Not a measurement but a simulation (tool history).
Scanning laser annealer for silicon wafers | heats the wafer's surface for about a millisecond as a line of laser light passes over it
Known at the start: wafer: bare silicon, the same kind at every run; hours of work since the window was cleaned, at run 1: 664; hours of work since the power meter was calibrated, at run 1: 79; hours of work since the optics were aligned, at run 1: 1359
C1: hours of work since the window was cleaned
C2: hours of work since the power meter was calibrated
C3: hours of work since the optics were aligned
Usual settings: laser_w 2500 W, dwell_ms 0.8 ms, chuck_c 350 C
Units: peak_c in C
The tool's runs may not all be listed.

{"run": 1, "day": 0.0, "laser_w": 2500, "dwell_ms": 0.8, "chuck_c": 350, "C1": 664, "C2": 79, "C3": 1359, "peak_c": 1064}
{"run": 2, "day": 0.362, "laser_w": 2500, "dwell_ms": 0.8, "chuck_c": 350, "C1": 670, "C2": 85, "C3": 1364, "peak_c": 1058}
{"run": 3, "day": 0.638, "laser_w": 2500, "dwell_ms": 0.8, "chuck_c": 350, "C1": 674, "C2": 89, "C3": 1368, "peak_c": 1063}
{"run": 4, "day": 1.054, "laser_w": 2500, "dwell_ms": 0.8, "chuck_c": 350, "C1": 680, "C2": 95, "C3": 1375, "peak_c": 1059}
{"run": 5, "day": 1.233, "laser_w": 2500, "dwell_ms": 0.8, "chuck_c": 350, "C1": 683, "C2": 98, "C3": 1377, "peak_c": 1056}
{"run": 6, "day": 1.471, "laser_w": 2500, "dwell_ms": 0.973, "chuck_c": 350, "C1": 686, "C2": 101, "C3": 1381, "peak_c": 1128}
{"run": 7, "day": 1.846, "laser_w": 2500, "dwell_ms": 0.973, "chuck_c": 350, "C1": 692, "C2": 107, "C3": 1387, "peak_c": 1126}
{"run": 8, "day": 2.192, "laser_w": 2737, "dwell_ms": 0.8, "chuck_c": 350, "C1": 697, "C2": 112, "C3": 1392, "peak_c": 1150}
{"run": 9, "day": 2.446, "laser_w": 2737, "dwell_ms": 0.8, "chuck_c": 350, "C1": 701, "C2": 116, "C3": 1396, "peak_c": 1151}
{"run": 10, "day": 2.679, "laser_w": 2737, "dwell_ms": 0.8, "chuck_c": 350, "C1": 704, "C2": 120, "C3": 1399, "peak_c": 1150}
{"run": 11, "day": 2.925, "laser_w": 2737, "dwell_ms": 0.8, "chuck_c": 350, "C1": 708, "C2": 123, "C3": 1403, "peak_c": 1150}
{"day": 3.071, "done": "window over the wafer cleaned"}
{"run": 12, "day": 3.388, "laser_w": 2737, "dwell_ms": 0.8, "chuck_c": 350, "C1": 5, "C2": 129, "C3": 1408, "peak_c": 1197}
{"run": 13, "day": 3.588, "laser_w": 2737, "dwell_ms": 0.8, "chuck_c": 350, "C1": 8, "C2": 132, "C3": 1411, "peak_c": 1199}
{"run": 14, "day": 3.9, "laser_w": 2408, "dwell_ms": 0.8, "chuck_c": 350, "C1": 12, "C2": 137, "C3": 1416, "peak_c": 1064}
{"run": 15, "day": 4.196, "laser_w": 2500, "dwell_ms": 0.8, "chuck_c": 350, "C1": 17, "C2": 141, "C3": 1420, "peak_c": 1099}
{"run": 16, "day": 4.442, "laser_w": 2500, "dwell_ms": 0.8, "chuck_c": 350, "C1": 20, "C2": 145, "C3": 1424, "peak_c": 1098}
{"run": 17, "day": 4.754, "laser_w": 2500, "dwell_ms": 0.8, "chuck_c": 350, "C1": 25, "C2": 149, "C3": 1429, "peak_c": 1096}
{"day": 5.142, "done": "optics aligned, line set to its width"}
{"run": 18, "day": 5.271, "laser_w": 2500, "dwell_ms": 0.8, "chuck_c": 350, "C1": 30, "C2": 154, "C3": 2, "peak_c": 1111}
{"run": 19, "day": 5.625, "laser_w": 2500, "dwell_ms": 0.8, "chuck_c": 350, "C1": 35, "C2": 159, "C3": 7, "peak_c": 1109}
{"run": 20, "day": 6.0, "laser_w": 2500, "dwell_ms": 0.8, "chuck_c": 335, "C1": 41, "C2": 165, "C3": 13, "peak_c": 1098}
{"run": 21, "day": 6.225, "laser_w": 2654, "dwell_ms": 0.8, "chuck_c": 344, "C1": 44, "C2": 168, "C3": 16, "peak_c": 1166}
{"run": 22, "day": 6.617, "laser_w": 2654, "dwell_ms": 0.8, "chuck_c": 344, "C1": 50, "C2": 174, "C3": 22, "peak_c": 1166}
{"run": 23, "day": 6.796, "laser_w": 2654, "dwell_ms": 0.8, "chuck_c": 344, "C1": 53, "C2": 177, "C3": 25, "peak_c": 1170}
{"run": 24, "day": 7.062, "laser_w": 2654, "dwell_ms": 0.8, "chuck_c": 344, "C1": 57, "C2": 181, "C3": 29, "peak_c": 1169}
{"run": 25, "day": 7.279, "laser_w": 2214, "dwell_ms": 0.654, "chuck_c": 344, "C1": 60, "C2": 184, "C3": 32, "peak_c": 931}
{"run": 26, "day": 7.554, "laser_w": 2252, "dwell_ms": 0.91, "chuck_c": 331, "C1": 64, "C2": 188, "C3": 36, "peak_c": 1032}
{"run": 27, "day": 7.9, "laser_w": 2252, "dwell_ms": 0.91, "chuck_c": 331, "C1": 69, "C2": 193, "C3": 41, "peak_c": 1034}
{"run": 28, "day": 8.154, "laser_w": 2500, "dwell_ms": 0.967, "chuck_c": 359, "C1": 73, "C2": 197, "C3": 45, "peak_c": 1191}
{"run": 29, "day": 8.421, "laser_w": 2500, "dwell_ms": 0.967, "chuck_c": 359, "C1": 77, "C2": 201, "C3": 49, "peak_c": 1190}
{"run": 30, "day": 8.683, "laser_w": 2150, "dwell_ms": 0.8, "chuck_c": 316, "C1": 81, "C2": 205, "C3": 53, "peak_c": 937}
{"run": 31, "day": 9.029, "laser_w": 2150, "dwell_ms": 0.8, "chuck_c": 378, "C1": 86, "C2": 210, "C3": 58, "peak_c": 998}
{"run": 32, "day": 9.321, "laser_w": 2150, "dwell_ms": 0.8, "chuck_c": 378, "C1": 90, "C2": 214, "C3": 62, "peak_c": 999}
{"run": 33, "day": 9.638, "laser_w": 2433, "dwell_ms": 0.889, "chuck_c": 328, "C1": 95, "C2": 219, "C3": 67, "peak_c": 1096}

The same runs without the tool's hidden state, with the same run-to-run variation:
The hidden state here: light that passes the window, % of a clean one's; laser's true power over the reading, %; width of the line over the set one, %; drift of the gauge itself on peak_c, C.
run=1 peak_c=1118
run=2 peak_c=1113
run=3 peak_c=1118
run=4 peak_c=1115
run=5 peak_c=1112
run=6 peak_c=1189
run=7 peak_c=1188
run=8 peak_c=1214
run=9 peak_c=1215
run=10 peak_c=1215
run=11 peak_c=1215
run=12 peak_c=1214
run=13 peak_c=1216
run=14 peak_c=1079
run=15 peak_c=1115
run=16 peak_c=1114
run=17 peak_c=1112
run=18 peak_c=1114
run=19 peak_c=1112
run=20 peak_c=1101
run=21 peak_c=1170
run=22 peak_c=1170
run=23 peak_c=1175
run=24 peak_c=1174
run=25 peak_c=935
run=26 peak_c=1036
run=27 peak_c=1039
run=28 peak_c=1197
run=29 peak_c=1197
run=30 peak_c=942
run=31 peak_c=1003
run=32 peak_c=1005
run=33 peak_c=1103
